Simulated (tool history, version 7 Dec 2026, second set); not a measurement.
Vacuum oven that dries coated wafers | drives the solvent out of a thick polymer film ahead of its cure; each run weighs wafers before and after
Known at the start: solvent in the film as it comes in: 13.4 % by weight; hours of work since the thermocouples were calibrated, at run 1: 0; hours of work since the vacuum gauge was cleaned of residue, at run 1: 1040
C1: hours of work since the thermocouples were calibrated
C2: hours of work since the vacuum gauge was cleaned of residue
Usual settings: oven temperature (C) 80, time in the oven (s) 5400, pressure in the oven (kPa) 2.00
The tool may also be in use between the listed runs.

Run 1, hour 0.0: usual settings; C1 0; C2 1040. Result: solvent left in the film (%) 3.92.
Run 2, hour 23.3: usual settings but oven temperature (C) 74; C1 18; C2 1058. Result: solvent left in the film (%) 5.76.
Run 3, hour 43.9: usual settings; C1 34; C2 1074. Result: solvent left in the film (%) 3.96.
Run 4, hour 71.3: usual settings; C1 55; C2 1096. Result: solvent left in the film (%) 4.00.
Run 5, hour 107.2: usual settings but time in the oven (s) 2760; C1 83; C2 1124. Result: solvent left in the film (%) 6.20.
Run 6, hour 140.0: usual settings but time in the oven (s) 4860; C1 109; C2 1149. Result: solvent left in the film (%) 4.46.
Run 7, hour 174.6: usual settings but oven temperature (C) 87; C1 136; C2 1176. Result: solvent left in the film (%) 2.35.
Run 8, hour 205.5: usual settings; C1 160; C2 1200. Result: solvent left in the film (%) 4.10.
Run 9, hour 241.6: usual settings; C1 188; C2 1228. Result: solvent left in the film (%) 4.00.
Run 10, hour 271.5: usual settings; C1 211; C2 1251. Result: solvent left in the film (%) 3.99.
Run 11, hour 308.3: usual settings; C1 240; C2 1280. Result: solvent left in the film (%) 4.19.
Run 12, hour 343.9: usual settings but pressure in the oven (kPa) 1.27; C1 267; C2 1307. Result: solvent left in the film (%) 3.61.
Run 13, hour 360.2: usual settings but time in the oven (s) 5100, pressure in the oven (kPa) 1.27; C1 280; C2 1320. Result: solvent left in the film (%) 3.89.
Run 14, hour 395.3: usual settings but time in the oven (s) 5100, pressure in the oven (kPa) 1.27; C1 307; C2 1347. Result: solvent left in the film (%) 3.80.
Run 15, hour 413.6: usual settings but pressure in the oven (kPa) 2.46; C1 321; C2 1362. Result: solvent left in the film (%) 4.54.
Run 16, hour 436.3: usual settings but pressure in the oven (kPa) 2.46; C1 339; C2 1379. Result: solvent left in the film (%) 4.48.
Run 17, hour 451.8: usual settings but pressure in the oven (kPa) 2.46; C1 351; C2 1391. Result: solvent left in the film (%) 4.51.
Run 18, hour 473.4: usual settings but pressure in the oven (kPa) 2.46; C1 368; C2 1408. Result: solvent left in the film (%) 4.44.
Run 19, hour 508.3: usual settings but pressure in the oven (kPa) 2.46; C1 395; C2 1435. Result: solvent left in the film (%) 4.50.
Run 20, hour 535.3: usual settings; C1 416; C2 1456. Result: solvent left in the film (%) 4.30.
Run 21, hour 555.1: usual settings but oven temperature (C) 77; C1 431; C2 1471. Result: solvent left in the film (%) 5.11.
Run 22, hour 587.1: usual settings but oven temperature (C) 77; C1 456; C2 1496. Result: solvent left in the film (%) 5.14.
Run 23, hour 608.4: usual settings but oven temperature (C) 77; C1 473; C2 1513. Result: solvent left in the film (%) 5.18.
Run 24, hour 628.4: usual settings but oven temperature (C) 77; C1 488; C2 1528. Result: solvent left in the film (%) 5.13.
At hour 637.4: vacuum gauge cleaned of residue and calibrated.
Run 25, hour 656.5: usual settings but oven temperature (C) 87, time in the oven (s) 5880, pressure in the oven (kPa) 4.33; C1 509; C2 15. Result: solvent left in the film (%) 3.46.
Run 26, hour 686.9: usual settings but oven temperature (C) 87, time in the oven (s) 5880, pressure in the oven (kPa) 4.33; C1 533; C2 38. Result: solvent left in the film (%) 3.41.
Run 27, hour 710.9: usual settings but oven temperature (C) 88, time in the oven (s) 3660, pressure in the oven (kPa) 7.85; C1 551; C2 57. Result: solvent left in the film (%) 6.18.
Run 28, hour 739.2: usual settings but oven temperature (C) 71, time in the oven (s) 3000, pressure in the oven (kPa) 1.25; C1 573; C2 79. Result: solvent left in the film (%) 7.78.
Run 29, hour 773.1: usual settings but time in the oven (s) 3840, pressure in the oven (kPa) 1.79; C1 600; C2 105. Result: solvent left in the film (%) 5.00.
Run 30, hour 806.0: usual settings but oven temperature (C) 70, time in the oven (s) 4500, pressure in the oven (kPa) 1.78; C1 625; C2 131. Result: solvent left in the film (%) 7.49.
At hour 815.5: oven's thermocouples calibrated.
Run 31, hour 842.2: usual settings but oven temperature (C) 70, time in the oven (s) 5220, pressure in the oven (kPa) 1.61; C1 21; C2 158. Result: solvent left in the film (%) 6.48.
Run 32, hour 859.9: usual settings but oven temperature (C) 70, time in the oven (s) 7740, pressure in the oven (kPa) 2.18; C1 35; C2 171. Result: solvent left in the film (%) 5.88.
Run 33, hour 886.3: usual settings but oven temperature (C) 70, time in the oven (s) 7740, pressure in the oven (kPa) 1.48; C1 55; C2 192. Result: solvent left in the film (%) 5.26.
Run 34, hour 916.0: usual settings but oven temperature (C) 70, time in the oven (s) 7740, pressure in the oven (kPa) 1.48; C1 78; C2 215. Result: solvent left in the film (%) 5.24.
Run 35, hour 936.8: usual settings but oven temperature (C) 70, time in the oven (s) 7740, pressure in the oven (kPa) 1.48; C1 94; C2 231. Result: solvent left in the film (%) 5.35.
Run 36, hour 973.8: usual settings but oven temperature (C) 86, time in the oven (s) 7740, pressure in the oven (kPa) 7.07; C1 123; C2 260. Result: solvent left in the film (%) 4.96.
Run 37, hour 994.0: usual settings but oven temperature (C) 86, time in the oven (s) 7740, pressure in the oven (kPa) 7.07; C1 139; C2 276. Result: solvent left in the film (%) 5.11.
Run 38, hour 1023.8: usual settings but oven temperature (C) 81, time in the oven (s) 4500, pressure in the oven (kPa) 2.73; C1 162; C2 299. Result: solvent left in the film (%) 4.66.
Run 39, hour 1059.0: usual settings but oven temperature (C) 95, time in the oven (s) 8940; C1 189; C2 326. Result: solvent left in the film (%) 0.99.
Run 40, hour 1095.9: usual settings but oven temperature (C) 72, time in the oven (s) 2700, pressure in the oven (kPa) 3.81; C1 218; C2 355. Result: solvent left in the film (%) 9.17.
Run 41, hour 1114.8: usual settings but oven temperature (C) 79, time in the oven (s) 3720; C1 233; C2 369. Result: solvent left in the film (%) 5.42.
Run 42, hour 1133.2: usual settings but oven temperature (C) 79, time in the oven (s) 3720; C1 247; C2 384. Result: solvent left in the film (%) 5.49.
Run 43, hour 1152.5: usual settings but oven temperature (C) 81, pressure in the oven (kPa) 1.02; C1 262; C2 399. Result: solvent left in the film (%) 3.09.
Run 44, hour 1178.5: usual settings but oven temperature (C) 81, pressure in the oven (kPa) 1.02; C1 282; C2 419. Result: solvent left in the film (%) 2.97.
Run 45, hour 1212.5: usual settings but oven temperature (C) 69, time in the oven (s) 2940, pressure in the oven (kPa) 1.97; C1 308; C2 445. Result: solvent left in the film (%) 8.67.
Run 46, hour 1234.3: usual settings but oven temperature (C) 69, time in the oven (s) 2940, pressure in the oven (kPa) 1.97; C1 325; C2 462. Result: solvent left in the film (%) 8.84.
Run 47, hour 1249.5: usual settings but oven temperature (C) 69, time in the oven (s) 2940, pressure in the oven (kPa) 1.97; C1 337; C2 474. Result: solvent left in the film (%) 8.89.

Forecast each of these 3 alternatives for the next run:
Run A, hour 1271.5: usual settings but oven temperature (C) 91, time in the oven (s) 3720; C1 354; C2 491. Result: solvent left in the film (%) ?.
Run B, hour 1271.5: usual settings but oven temperature (C) 69, time in the oven (s) 3960, pressure in the oven (kPa) 1.97; C1 354; C2 491. Result: solvent left in the film (%) ?.
Run C, hour 1271.5: usual settings but oven temperature (C) 65, time in the oven (s) 5760, pressure in the oven (kPa) 1.68; C1 354; C2 491. Result: solvent left in the film (%) ?.

run  solvent left in the film (%)
  A                          2.41
  B                          8.06
  C                          7.99
Without the tool's hidden state the same runs would have given:
run  solvent left in the film (%)
  A                          2.22
  B                          7.82
  C                          7.71

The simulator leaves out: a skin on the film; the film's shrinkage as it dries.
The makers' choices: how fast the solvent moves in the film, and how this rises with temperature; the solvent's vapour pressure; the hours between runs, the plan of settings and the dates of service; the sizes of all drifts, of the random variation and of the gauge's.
